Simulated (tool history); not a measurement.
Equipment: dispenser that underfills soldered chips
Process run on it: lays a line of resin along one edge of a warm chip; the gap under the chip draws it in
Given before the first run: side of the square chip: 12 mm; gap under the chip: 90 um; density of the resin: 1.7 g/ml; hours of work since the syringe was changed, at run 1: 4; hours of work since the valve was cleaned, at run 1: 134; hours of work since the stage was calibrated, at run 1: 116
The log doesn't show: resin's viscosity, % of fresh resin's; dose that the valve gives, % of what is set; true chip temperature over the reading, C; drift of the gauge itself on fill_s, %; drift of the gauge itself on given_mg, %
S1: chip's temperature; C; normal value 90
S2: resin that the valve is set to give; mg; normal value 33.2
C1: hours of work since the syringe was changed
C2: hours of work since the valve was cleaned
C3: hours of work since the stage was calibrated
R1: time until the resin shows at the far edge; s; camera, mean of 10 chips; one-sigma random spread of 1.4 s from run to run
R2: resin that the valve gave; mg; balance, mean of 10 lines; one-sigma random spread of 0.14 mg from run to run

| run | hour | S1 | S2 | C1 | C2 | C3 | R1 | R2 |
|---|---|---|---|---|---|---|---|---|
| 1 | 0.0 | 90 | 33.2 | 4 | 134 | 116 | 188.2 | 31.57 |
| 2 | 5.0 | 90 | 41.7 | 8 | 137 | 120 | 249.2 | 39.38 |
|  | 7.1 | new syringe of resin |
| 3 | 8.8 | 90 | 41.7 | 1 | 140 | 122 | 150.1 | 39.50 |
|  | 10.4 | dispensing valve cleaned and set on the balance |
| 4 | 14.2 | 90 | 41.7 | 4 | 3 | 126 | 191.4 | 41.48 |
| 5 | 17.3 | 90 | 33.2 | 7 | 5 | 128 | 231.4 | 33.31 |
| 6 | 20.2 | 90 | 36.8 | 9 | 7 | 130 | 271.8 | 36.76 |
|  | 21.2 | new syringe of resin |
| 7 | 25.3 | 90 | 36.8 | 3 | 11 | 133 | 173.5 | 36.47 |
| 8 | 28.3 | 90 | 36.8 | 5 | 13 | 136 | 207.9 | 36.79 |
| 9 | 31.8 | 90 | 33.2 | 8 | 15 | 138 | 253.7 | 33.09 |
|  | 34.1 | new syringe of resin |
| 10 | 34.4 | 90 | 33.2 | 0 | 17 | 140 | 140.1 | 33.11 |
| 11 | 38.4 | 90 | 33.2 | 3 | 20 | 143 | 176.7 | 32.86 |
| 12 | 41.3 | 87 | 33.2 | 5 | 22 | 145 | 236.5 | 33.00 |
| 13 | 43.8 | 90 | 42.6 | 7 | 24 | 147 | 239.9 | 42.37 |
|  | 47.1 | new syringe of resin |
| 14 | 47.9 | 90 | 33.9 | 1 | 27 | 149 | 140.6 | 33.47 |
| 15 | 52.1 | 90 | 33.9 | 4 | 30 | 152 | 181.7 | 33.62 |
| 16 | 54.8 | 90 | 33.9 | 6 | 32 | 154 | 207.9 | 33.44 |
| 17 | 58.2 | 81 | 33.2 | 8 | 34 | 157 | 376.1 | 32.84 |
|  | 60.0 | new syringe of resin |
| 18 | 63.4 | 81 | 41.2 | 2 | 38 | 160 | 242.2 | 40.68 |
| 19 | 65.7 | 87 | 33.2 | 4 | 39 | 162 | 214.4 | 32.86 |
| 20 | 70.1 | 87 | 33.2 | 7 | 42 | 165 | 280.8 | 32.76 |
|  | 73.0 | new syringe of resin |
| 21 | 74.9 | 87 | 33.2 | 1 | 46 | 168 | 174.6 | 32.72 |
| 22 | 78.3 | 77 | 35.9 | 4 | 48 | 171 | 338.5 | 35.10 |
| 23 | 80.6 | 102 | 29.3 | 6 | 50 | 173 | 134.2 | 28.82 |
| 24 | 83.6 | 99 | 30.8 | 8 | 52 | 175 | 177.5 | 30.12 |
|  | 86.2 | new syringe of resin |
| 25 | 87.8 | 83 | 34.3 | 1 | 55 | 178 | 204.8 | 33.65 |
| 26 | 91.0 | 97 | 29.8 | 4 | 57 | 180 | 135.9 | 29.26 |
| 27 | 94.7 | 84 | 39.2 | 6 | 60 | 183 | 286.2 | 38.15 |
| 28 | 96.8 | 96 | 32.3 | 8 | 61 | 184 | 197.6 | 31.57 |
|  | 99.0 | new syringe of resin |
| 29 | 101.7 | 102 | 37.5 | 2 | 65 | 187 | 96.4 | 36.57 |
| 30 | 106.0 | 93 | 37.3 | 5 | 68 | 191 | 177.6 | 36.08 |
| 31 | 111.0 | 93 | 37.3 | 9 | 71 | 194 | 236.2 | 36.37 |
|  | 112.1 | new syringe of resin |
| 32 | 115.9 | 93 | 43.1 | 3 | 75 | 197 | 145.6 | 41.87 |
| 33 | 119.9 | 83 | 43.1 | 6 | 78 | 200 | 278.3 | 41.74 |
|  | 125.0 | new syringe of resin |
| 34 | 125.2 | 76 | 29.8 | 0 | 81 | 204 | 268.8 | 28.78 |
| 35 | 130.1 | 102 | 29.8 | 4 | 85 | 208 | 115.0 | 28.94 |
| 36 | 132.9 | 102 | 29.8 | 6 | 87 | 210 | 133.4 | 29.06 |

3 ways to go on from here, each from the tool as it stands after run 36. What would each give?
| A | 135.3 | 82 | 35.0 | 7 | 89 | 211 | ? | ? |
| B | 135.3 | 104 | 36.7 | 7 | 89 | 211 | ? | ? |
| C | 135.3 | 84 | 33.5 | 7 | 89 | 211 | ? | ? |

| run | R1 | R2 |
|---|---|---|
| A | 349.7 | 34.09 |
| B | 137.2 | 35.18 |
| C | 326.9 | 32.40 |
Without the tool's unlogged condition, the same runs would have read:
| run | R1 | R2 |
|---|---|---|
| A | 186.3 | 35.29 |
| B | 73.3 | 36.43 |
| C | 174.0 | 33.54 |
